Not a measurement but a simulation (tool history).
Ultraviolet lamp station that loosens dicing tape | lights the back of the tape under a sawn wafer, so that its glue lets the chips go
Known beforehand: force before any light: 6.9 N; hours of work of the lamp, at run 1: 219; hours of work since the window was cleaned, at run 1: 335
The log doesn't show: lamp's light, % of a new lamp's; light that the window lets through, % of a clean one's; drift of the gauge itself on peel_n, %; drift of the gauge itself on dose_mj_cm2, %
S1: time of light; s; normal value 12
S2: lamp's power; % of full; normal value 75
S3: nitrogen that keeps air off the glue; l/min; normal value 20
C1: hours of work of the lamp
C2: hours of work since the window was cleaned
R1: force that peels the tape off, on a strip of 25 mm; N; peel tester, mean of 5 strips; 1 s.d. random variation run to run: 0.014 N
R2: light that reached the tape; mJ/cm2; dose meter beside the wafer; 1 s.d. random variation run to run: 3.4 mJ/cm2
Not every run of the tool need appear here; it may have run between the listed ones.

run	hour	S1	S2	S3	C1	C2	R1	R2
1	0	12	75	20	219	335	1.004	429
2	69.3	12	75	20	251	367	1.023	409
3	117.5	12	85	20	273	389	0.878	462
4	195.5	12	66	20	310	425	1.364	344
# hour 210.9: window cleaned of glue's vapour
5	230.1	12	66	20	325	9	1.487	325
6	313.7	11	75	20	364	48	1.506	320
7	364.4	9	75	14	388	71	2.339	258
8	403.5	16	75	6	406	89	1.867	455
9	485.6	8	75	7	444	127	3.435	217
10	568.3	8	77	10	482	166	3.162	217
# hour 597.9: window cleaned of glue's vapour, once more
11	616	8	77	10	504	8	2.444	295

Each run again, without the hidden state but with its own random variation kept:
run	R1	R2
1	0.649	548
2	0.629	539
3	0.511	619
4	0.801	477
5	0.794	480
6	0.749	493
7	1.321	406
8	0.928	728
9	2.217	362
10	1.839	375
11	1.87	373
